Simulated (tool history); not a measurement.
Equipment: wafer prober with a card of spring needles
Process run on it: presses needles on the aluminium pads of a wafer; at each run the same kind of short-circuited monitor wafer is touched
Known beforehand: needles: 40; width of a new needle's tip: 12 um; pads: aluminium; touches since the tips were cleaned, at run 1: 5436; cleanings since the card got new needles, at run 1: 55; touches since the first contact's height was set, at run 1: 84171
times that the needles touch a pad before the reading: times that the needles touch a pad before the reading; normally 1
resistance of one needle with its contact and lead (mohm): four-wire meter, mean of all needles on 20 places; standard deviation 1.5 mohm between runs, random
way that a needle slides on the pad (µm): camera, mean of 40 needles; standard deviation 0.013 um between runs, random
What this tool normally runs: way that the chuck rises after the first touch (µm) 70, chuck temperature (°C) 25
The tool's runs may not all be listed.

| run | hour | way that the chuck rises after the first touch (µm) | chuck temperature (°C) | times that the needles touch a pad before the reading | touches since the tips were cleaned | cleanings since the card got new needles | touches since the first contact's height was set | resistance of one needle with its contact and lead (mohm) | way that a needle slides on the pad (µm) |
|---|---|---|---|---|---|---|---|---|---|
| 1 | 0.0 | 70 | 25 | 1 | 5436 | 55 | 84171 | 204 | 8.36 |
|  | 9.3 | tips cleaned on abrasive film |
| 2 | 15.2 | 70 | 25 | 1 | 3018 | 56 | 91953 | 187 | 8.39 |
|  | 28.4 | tips cleaned on abrasive film |
| 3 | 40.7 | 70 | 25 | 1 | 6402 | 57 | 105122 | 207 | 8.37 |
|  | 46.0 | tips cleaned on abrasive film |
| 4 | 60.3 | 51 | 25 | 1 | 7382 | 58 | 115158 | 258 | 6.09 |
|  | 64.8 | tips cleaned on abrasive film |
|  | 83.4 | tips cleaned on abrasive film |
| 5 | 83.4 | 51 | 25 | 1 | 0 | 60 | 127028 | 165 | 6.08 |
|  | 103.3 | tips cleaned on abrasive film |
| 6 | 105.4 | 51 | 86 | 1 | 1103 | 61 | 138323 | 206 | 6.08 |
|  | 123.4 | tips cleaned on abrasive film |
| 7 | 137.5 | 51 | 86 | 1 | 7318 | 62 | 154877 | 257 | 6.06 |
|  | 141.9 | tips cleaned on abrasive film |
|  | 159.7 | tips cleaned on abrasive film |
| 8 | 172.5 | 51 | 86 | 1 | 6602 | 64 | 172851 | 261 | 6.05 |
|  | 179.7 | tips cleaned on abrasive film |
| 9 | 187.9 | 51 | 86 | 1 | 4219 | 65 | 180735 | 248 | 6.04 |
|  | 198.5 | tips cleaned on abrasive film |
| 10 | 208.1 | 70 | 25 | 1 | 4948 | 66 | 191154 | 208 | 8.33 |
|  | 210.2 | height of the first contact set anew |
|  | 217.6 | tips cleaned on abrasive film |
|  | 235.2 | tips cleaned on abrasive film |
| 11 | 242.4 | 70 | 25 | 2 | 3706 | 68 | 16540 | 180 | 8.24 |
|  | 254.5 | tips cleaned on abrasive film |
| 12 | 260.7 | 68 | 82 | 1 | 3221 | 69 | 25962 | 206 | 8.01 |
|  | 274.0 | tips cleaned on abrasive film |
|  | 292.7 | tips cleaned on abrasive film |
| 13 | 292.7 | 68 | 48 | 1 | 0 | 71 | 42394 | 159 | 7.99 |
|  | 311.8 | tips cleaned on abrasive film |
| 14 | 319.7 | 67 | 52 | 3 | 4088 | 72 | 56284 | 176 | 7.88 |
|  | 330.4 | tips cleaned on abrasive film |
| 15 | 337.2 | 53 | 25 | 1 | 3488 | 73 | 65255 | 245 | 6.18 |
|  | 349.1 | tips cleaned on abrasive film |
| 16 | 353.3 | 70 | 37 | 2 | 2169 | 74 | 73543 | 175 | 8.24 |
|  | 369.7 | tips cleaned on abrasive film |
| 17 | 382.9 | 62 | 71 | 1 | 6812 | 75 | 88792 | 230 | 7.24 |
|  | 388.1 | tips cleaned on abrasive film |
|  | 405.9 | tips cleaned on abrasive film |
| 18 | 413.7 | 85 | 87 | 1 | 4016 | 77 | 104592 | 194 | 10.01 |
|  | 422.5 | height of the first contact set anew, once more |
|  | 424.2 | tips cleaned on abrasive film |
| 19 | 439.5 | 85 | 87 | 1 | 7933 | 78 | 8724 | 201 | 10.24 |
|  | 443.7 | tips cleaned on abrasive film |
|  | 461.7 | tips cleaned on abrasive film |
| 20 | 472.2 | 85 | 87 | 1 | 5464 | 80 | 25532 | 193 | 10.22 |
|  | 479.7 | tips cleaned on abrasive film |
| 21 | 487.7 | 55 | 87 | 1 | 4130 | 81 | 33456 | 235 | 6.60 |
|  | 498.2 | tips cleaned on abrasive film |
|  | 516.9 | tips cleaned on abrasive film |
| 22 | 516.9 | 70 | 50 | 1 | 0 | 83 | 48471 | 156 | 8.43 |

Entry by entry between the runs, the difference in hidden state between the last listed run before and the first listed run after:
Logged between run 1 and run 2: tips cleaned on abrasive film (hour 9.3)
  debris on the tips, nm: 108.7 -> 84.4; way that the needles fall short of the set height, um: 0.37 -> 0.41; tips' diameter, um: 12.91 -> 12.93
  measured value less the no-hidden-state value, resistance of one needle with its contact and lead (mohm): +54 -> +41; way that a needle slides on the pad (µm): -0.05 -> -0.05
Logged between run 2 and run 3: tips cleaned on abrasive film (hour 28.4)
  debris on the tips, nm: 84.4 -> 119.5; way that the needles fall short of the set height, um: 0.41 -> 0.47; tips' diameter, um: 12.93 -> 12.95
  measured value less the no-hidden-state value, resistance of one needle with its contact and lead (mohm): +41 -> +60; way that a needle slides on the pad (µm): -0.05 -> -0.05
Logged between run 3 and run 4: tips cleaned on abrasive film (hour 46.0)
  debris on the tips, nm: 119.5 -> 119.1; way that the needles fall short of the set height, um: 0.47 -> 0.53; tips' diameter, um: 12.95 -> 12.97
  measured value less the no-hidden-state value, resistance of one needle with its contact and lead (mohm): +60 -> +104; way that a needle slides on the pad (µm): -0.05 -> -0.06
Logged between run 4 and run 5: tips cleaned on abrasive film (hour 64.8); tips cleaned on abrasive film (hour 83.4)
  debris on the tips, nm: 119.1 -> 7.3; way that the needles fall short of the set height, um: 0.53 -> 0.62; tips' diameter, um: 12.97 -> 13
  measured value less the no-hidden-state value, resistance of one needle with its contact and lead (mohm): +104 -> +9; way that a needle slides on the pad (µm): -0.06 -> -0.07
Logged between run 5 and run 6: tips cleaned on abrasive film (hour 103.3)
  debris on the tips, nm: 7.3 -> 52.5; way that the needles fall short of the set height, um: 0.62 -> 0.67; tips' diameter, um: 13 -> 13.02
  measured value less the no-hidden-state value, resistance of one needle with its contact and lead (mohm): +9 -> +43; way that a needle slides on the pad (µm): -0.07 -> -0.08
Logged between run 6 and run 7: tips cleaned on abrasive film (hour 123.4)
  debris on the tips, nm: 52.5 -> 118.2; way that the needles fall short of the set height, um: 0.67 -> 0.71; tips' diameter, um: 13.02 -> 13.03
  measured value less the no-hidden-state value, resistance of one needle with its contact and lead (mohm): +43 -> +94; way that a needle slides on the pad (µm): -0.08 -> -0.08
Logged between run 7 and run 8: tips cleaned on abrasive film (hour 141.9); tips cleaned on abrasive film (hour 159.7)
  debris on the tips, nm: 118.2 -> 115.6; way that the needles fall short of the set height, um: 0.71 -> 0.79; tips' diameter, um: 13.03 -> 13.06
  measured value less the no-hidden-state value, resistance of one needle with its contact and lead (mohm): +94 -> +93; way that a needle slides on the pad (µm): -0.08 -> -0.09
Logged between run 8 and run 9: tips cleaned on abrasive film (hour 179.7)
  debris on the tips, nm: 115.6 -> 103.8; way that the needles fall short of the set height, um: 0.79 -> 0.84; tips' diameter, um: 13.06 -> 13.08
  measured value less the no-hidden-state value, resistance of one needle with its contact and lead (mohm): +93 -> +83; way that a needle slides on the pad (µm): -0.09 -> -0.10
Logged between run 9 and run 10: tips cleaned on abrasive film (hour 198.5)
  debris on the tips, nm: 103.8 -> 113.2; way that the needles fall short of the set height, um: 0.84 -> 0.89; tips' diameter, um: 13.08 -> 13.1
  measured value less the no-hidden-state value, resistance of one needle with its contact and lead (mohm): +83 -> +58; way that a needle slides on the pad (µm): -0.10 -> -0.11
Logged between run 10 and run 11: height of the first contact set anew (hour 210.2); tips cleaned on abrasive film (hour 217.6); tips cleaned on abrasive film (hour 235.2)
  debris on the tips, nm: 113.2 -> 96.5; way that the needles fall short of the set height, um: 0.89 -> 1.41; tips' diameter, um: 13.1 -> 13.13
  measured value less the no-hidden-state value, resistance of one needle with its contact and lead (mohm): +58 -> +31; way that a needle slides on the pad (µm): -0.11 -> -0.17
Logged between run 11 and run 12: tips cleaned on abrasive film (hour 254.5)
  debris on the tips, nm: 96.5 -> 90.8; way that the needles fall short of the set height, um: 1.41 -> 1.46; tips' diameter, um: 13.13 -> 13.14
  measured value less the no-hidden-state value, resistance of one needle with its contact and lead (mohm): +31 -> +47; way that a needle slides on the pad (µm): -0.17 -> -0.18
Logged between run 12 and run 13: tips cleaned on abrasive film (hour 274.0); tips cleaned on abrasive film (hour 292.7)
  debris on the tips, nm: 90.8 -> 11.1; way that the needles fall short of the set height, um: 1.46 -> 1.54; tips' diameter, um: 13.14 -> 13.17
  measured value less the no-hidden-state value, resistance of one needle with its contact and lead (mohm): +47 -> +8; way that a needle slides on the pad (µm): -0.18 -> -0.18
Logged between run 13 and run 14: tips cleaned on abrasive film (hour 311.8)
  debris on the tips, nm: 11.1 -> 104; way that the needles fall short of the set height, um: 1.54 -> 1.59; tips' diameter, um: 13.17 -> 13.19
  measured value less the no-hidden-state value, resistance of one needle with its contact and lead (mohm): +8 -> +22; way that a needle slides on the pad (µm): -0.18 -> -0.19
Logged between run 14 and run 15: tips cleaned on abrasive film (hour 330.4)
  debris on the tips, nm: 104 -> 103.8; way that the needles fall short of the set height, um: 1.59 -> 1.65; tips' diameter, um: 13.19 -> 13.21
  measured value less the no-hidden-state value, resistance of one needle with its contact and lead (mohm): +22 -> +91; way that a needle slides on the pad (µm): -0.19 -> -0.20
Logged between run 15 and run 16: tips cleaned on abrasive film (hour 349.1)
  debris on the tips, nm: 103.8 -> 75.8; way that the needles fall short of the set height, um: 1.65 -> 1.71; tips' diameter, um: 13.21 -> 13.23
  measured value less the no-hidden-state value, resistance of one needle with its contact and lead (mohm): +91 -> +25; way that a needle slides on the pad (µm): -0.20 -> -0.20
Logged between run 16 and run 17: tips cleaned on abrasive film (hour 369.7)
  debris on the tips, nm: 75.8 -> 118.7; way that the needles fall short of the set height, um: 1.71 -> 1.74; tips' diameter, um: 13.23 -> 13.24
  measured value less the no-hidden-state value, resistance of one needle with its contact and lead (mohm): +25 -> +72; way that a needle slides on the pad (µm): -0.20 -> -0.21
Logged between run 17 and run 18: tips cleaned on abrasive film (hour 388.1); tips cleaned on abrasive film (hour 405.9)
  debris on the tips, nm: 118.7 -> 106.3; way that the needles fall short of the set height, um: 1.74 -> 1.84; tips' diameter, um: 13.24 -> 13.28
  measured value less the no-hidden-state value, resistance of one needle with its contact and lead (mohm): +72 -> +37; way that a needle slides on the pad (µm): -0.21 -> -0.23
Logged between run 18 and run 19: height of the first contact set anew, once more (hour 422.5); tips cleaned on abrasive film (hour 424.2)
  debris on the tips, nm: 106.3 -> 119.8; way that the needles fall short of the set height, um: 1.84 -> 0.05; tips' diameter, um: 13.28 -> 13.3
  measured value less the no-hidden-state value, resistance of one needle with its contact and lead (mohm): +37 -> +42; way that a needle slides on the pad (µm): -0.23 -> +0.00
Logged between run 19 and run 20: tips cleaned on abrasive film (hour 443.7); tips cleaned on abrasive film (hour 461.7)
  debris on the tips, nm: 119.8 -> 109.9; way that the needles fall short of the set height, um: 0.05 -> 0.14; tips' diameter, um: 13.3 -> 13.33
  measured value less the no-hidden-state value, resistance of one needle with its contact and lead (mohm): +42 -> +37; way that a needle slides on the pad (µm): +0.00 -> -0.02
Logged between run 20 and run 21: tips cleaned on abrasive film (hour 479.7)
  debris on the tips, nm: 109.9 -> 98.7; way that the needles fall short of the set height, um: 0.14 -> 0.19; tips' diameter, um: 13.33 -> 13.34
  measured value less the no-hidden-state value, resistance of one needle with its contact and lead (mohm): +37 -> +71; way that a needle slides on the pad (µm): -0.02 -> -0.02
Logged between run 21 and run 22: tips cleaned on abrasive film (hour 498.2); tips cleaned on abrasive film (hour 516.9)
  debris on the tips, nm: 98.7 -> 9.3; way that the needles fall short of the set height, um: 0.19 -> 0.28; tips' diameter, um: 13.34 -> 13.38
  measured value less the no-hidden-state value, resistance of one needle with its contact and lead (mohm): +71 -> +7; way that a needle slides on the pad (µm): -0.02 -> -0.03

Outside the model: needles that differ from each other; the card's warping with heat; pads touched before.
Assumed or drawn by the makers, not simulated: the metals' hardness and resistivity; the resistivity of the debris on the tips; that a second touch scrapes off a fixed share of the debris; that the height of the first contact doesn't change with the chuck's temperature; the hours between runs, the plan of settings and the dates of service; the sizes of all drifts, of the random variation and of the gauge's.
